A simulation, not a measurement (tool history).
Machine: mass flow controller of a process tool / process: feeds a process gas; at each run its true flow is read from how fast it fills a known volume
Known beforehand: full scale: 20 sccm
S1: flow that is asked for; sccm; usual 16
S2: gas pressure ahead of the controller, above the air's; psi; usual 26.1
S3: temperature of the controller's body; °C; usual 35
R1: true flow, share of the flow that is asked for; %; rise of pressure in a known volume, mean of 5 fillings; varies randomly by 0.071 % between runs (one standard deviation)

{"run": 1, "hour": 0.0, "S1": 16, "S2": 26.1, "S3": 35, "R1": 100.17}
{"run": 2, "hour": 51.4, "S1": 16, "S2": 26.1, "S3": 35, "R1": 100.19}
{"run": 3, "hour": 110.2, "S1": 16, "S2": 23.2, "S3": 35, "R1": 100.2}
{"run": 4, "hour": 154.2, "S1": 8, "S2": 23.2, "S3": 35, "R1": 99.18}
{"run": 5, "hour": 208.9, "S1": 8, "S2": 23.2, "S3": 35, "R1": 99.27}
{"run": 6, "hour": 282.6, "S1": 8, "S2": 22.5, "S3": 35, "R1": 99.17}
{"run": 7, "hour": 353.9, "S1": 8, "S2": 26.3, "S3": 32, "R1": 98.86}
{"run": 8, "hour": 420.3, "S1": 7, "S2": 28.7, "S3": 35, "R1": 98.79}
{"run": 9, "hour": 467.9, "S1": 2, "S2": 36.8, "S3": 37, "R1": 98.95}
{"run": 10, "hour": 505.5, "S1": 2, "S2": 36.8, "S3": 37, "R1": 98.91}

Forecast each of these 5 alternatives for the next run:
{"run": "A", "hour": 540.4, "S1": 2, "S2": 36.8, "S3": 28, "R1": "?"}
{"run": "B", "hour": 540.4, "S1": 5, "S2": 20.9, "S3": 35, "R1": "?"}
{"run": "C", "hour": 540.4, "S1": 4, "S2": 39.6, "S3": 35, "R1": "?"}
{"run": "D", "hour": 540.4, "S1": 2, "S2": 24.2, "S3": 37, "R1": "?"}
{"run": "E", "hour": 540.4, "S1": 2, "S2": 36.8, "S3": 37, "R1": "?"}

run=A R1=98.23
run=B R1=98.95
run=C R1=98.52
run=D R1=99.36
run=E R1=98.92
Take away the tool's hidden state, keep each run's random variation, and the runs would have read:
run=A R1=97.10
run=B R1=98.55
run=C R1=98.00
run=D R1=98.22
run=E R1=97.79

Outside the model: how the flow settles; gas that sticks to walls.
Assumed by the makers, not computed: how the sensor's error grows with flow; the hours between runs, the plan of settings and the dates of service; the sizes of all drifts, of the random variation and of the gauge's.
